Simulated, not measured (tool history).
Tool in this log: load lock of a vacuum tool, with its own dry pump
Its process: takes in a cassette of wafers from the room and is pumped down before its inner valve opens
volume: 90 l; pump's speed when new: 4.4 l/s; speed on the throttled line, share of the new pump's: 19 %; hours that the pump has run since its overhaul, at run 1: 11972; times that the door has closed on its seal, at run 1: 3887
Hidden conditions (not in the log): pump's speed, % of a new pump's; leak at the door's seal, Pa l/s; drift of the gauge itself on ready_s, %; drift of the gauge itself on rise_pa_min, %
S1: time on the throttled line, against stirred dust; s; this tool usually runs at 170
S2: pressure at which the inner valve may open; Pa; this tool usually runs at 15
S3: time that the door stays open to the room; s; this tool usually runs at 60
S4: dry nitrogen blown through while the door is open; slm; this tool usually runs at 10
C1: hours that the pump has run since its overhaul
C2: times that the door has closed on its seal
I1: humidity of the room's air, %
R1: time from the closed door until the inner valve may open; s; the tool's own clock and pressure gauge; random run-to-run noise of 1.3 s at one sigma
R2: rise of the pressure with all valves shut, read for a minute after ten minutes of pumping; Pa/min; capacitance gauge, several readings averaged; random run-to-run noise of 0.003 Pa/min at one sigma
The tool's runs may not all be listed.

run      day   S1  S2  S3  S4     C1     C2    I1     R1     R2
  1    0.000  170  15  60  10  11972   3887  45.0  335.3  0.037
  2   14.917  170  15  60  10  12330   4680  47.8  332.4  0.032
  3   28.321  170  15  60  10  12652   5392  43.9  334.0  0.032
  4   42.804  170  15  60  10  13000   6162  45.4  333.2  0.039
  5   50.225  170  15  60  10  13178   6556  48.7  334.9  0.043
  6   60.167  131  15  60  10  13416   7084  46.4  304.5  0.042
  7   67.854  131  15  60  10  13601   7493  44.1  303.9  0.046
  8   75.546  170  15  60  10  13786   7901  42.8  336.4  0.047
  9   86.742  170  15  60  10  14054   8497  44.1  337.5  0.045
 10  100.696  170  15  60  20  14389   9238  45.7  334.5  0.050
 11  111.425  170  15  60  20  14647   9808  47.6  336.0  0.054
 12  117.842  189  15  60  10  14801  10149  45.3  352.7  0.058
 13  132.062  189  15  60  10  15142  10905  45.9  349.0  0.062

The next listed run, before its measurement:
 14  139.133  189  15  60  10  15312  11281  45.9   ?   ?

Logged for run 14: R1 354.0 s, R2 0.061 Pa/min.
Without the tool's hidden state the same run would have given R1 332.9 s, R2 0.013 Pa/min.
